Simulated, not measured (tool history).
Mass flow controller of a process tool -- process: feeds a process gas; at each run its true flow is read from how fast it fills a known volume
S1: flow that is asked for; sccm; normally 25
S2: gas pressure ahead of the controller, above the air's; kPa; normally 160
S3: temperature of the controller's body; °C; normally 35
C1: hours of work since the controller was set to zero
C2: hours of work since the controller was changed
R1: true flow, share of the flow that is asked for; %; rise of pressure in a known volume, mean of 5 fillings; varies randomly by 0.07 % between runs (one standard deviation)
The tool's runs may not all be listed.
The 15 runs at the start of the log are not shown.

run,day,S1,S2,S3,C1,C2,R1
16,116.788,25,160,35,4785,4785,101.25
17,121.588,25,150,26,4831,4831,100.35
18,126.662,6,153,35,4881,4881,104.92
19,135.438,13,263,35,4967,4967,102.34
# day 136.042: controller's zero set anew
20,144.158,30,277,33,79,5052,101.97
21,153.783,24,205,35,173,5146,101.99
22,158.583,33,167,35,220,5193,101.86
23,169.246,25,237,33,324,5297,101.97
# day 170.946: controller's zero set anew, once more
24,176.083,9,258,33,50,5363,99.02
25,182.638,10,242,22,114,5427,97.94
26,187.712,25,149,38,164,5477,100.30
27,197.233,25,156,35,257,5570,99.79
28,207.417,25,156,35,356,5669,99.85
29,217.021,32,270,26,450,5763,99.88
30,226.538,25,161,32,543,5856,99.87
31,234.250,7,160,35,618,5932,99.45

Forecast each of these 3 alternatives for the next run:
A,241.912,19,167,37,693,6006,?
B,241.912,38,156,35,693,6006,?
C,241.912,26,234,26,693,6006,?

run,R1
A,100.09
B,100.90
C,99.54
What these runs would have given with no unlogged condition in the tool:
run,R1
A,99.21
B,100.17
C,98.74

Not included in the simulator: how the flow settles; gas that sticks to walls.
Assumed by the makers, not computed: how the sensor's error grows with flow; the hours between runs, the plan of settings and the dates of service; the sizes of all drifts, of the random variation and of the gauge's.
